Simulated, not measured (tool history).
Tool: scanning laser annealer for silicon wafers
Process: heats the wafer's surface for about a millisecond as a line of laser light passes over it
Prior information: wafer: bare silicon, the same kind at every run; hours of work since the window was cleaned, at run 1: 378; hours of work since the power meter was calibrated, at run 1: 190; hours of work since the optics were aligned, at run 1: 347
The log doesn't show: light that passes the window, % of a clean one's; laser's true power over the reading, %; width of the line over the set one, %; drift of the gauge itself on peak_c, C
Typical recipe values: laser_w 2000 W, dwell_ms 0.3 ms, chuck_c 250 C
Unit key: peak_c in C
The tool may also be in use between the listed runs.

run    day  laser_w  dwell_ms  chuck_c  hours of work since the window was cleaned  hours of work since the power meter was calibrated  hours of work since the optics were aligned  peak_c
  1      0     2000       0.3      250                                         378                                                 190                                          347    1004
  2  0.467     2000       0.3      250                                         383                                                 195                                          351    1004
  3  1.054     2000       0.3      250                                         389                                                 201                                          357    1004
  4  2.058     2000       0.3      250                                         399                                                 212                                          368    1003
  5  2.825     2000       0.3      250                                         407                                                 220                                          376    1002
  6  3.638     1911     0.253      250                                         415                                                 228                                          384     907
  7   4.15     1911     0.253      250                                         421                                                 233                                          389     912
  8  4.992     1817     0.268      255                                         429                                                 242                                          398     894
  9  5.775     2000       0.3      228                                         437                                                 250                                          406     979
 10  6.621     2000       0.3      228                                         446                                                 259                                          415     979

Branching from run 10: 5 alternative next runs. What would each branch give?
  A  7.375     2105     0.375      214                                         454                                                 267                                          423       ?
  B  7.375     2000     0.228      250                                         454                                                 267                                          423       ?
  C  7.375     2000     0.322      250                                         454                                                 267                                          423       ?
  D  7.375     1908       0.3      230                                         454                                                 267                                          423       ?
  E  7.375     1990       0.3      267                                         454                                                 267                                          423       ?

run  peak_c
  A    1095
  B     906
  C    1027
  D     940
  E    1014
Without the tool's unlogged condition, the same runs would have read:
run  peak_c
  A    1126
  B     930
  C    1054
  D     966
  E    1040

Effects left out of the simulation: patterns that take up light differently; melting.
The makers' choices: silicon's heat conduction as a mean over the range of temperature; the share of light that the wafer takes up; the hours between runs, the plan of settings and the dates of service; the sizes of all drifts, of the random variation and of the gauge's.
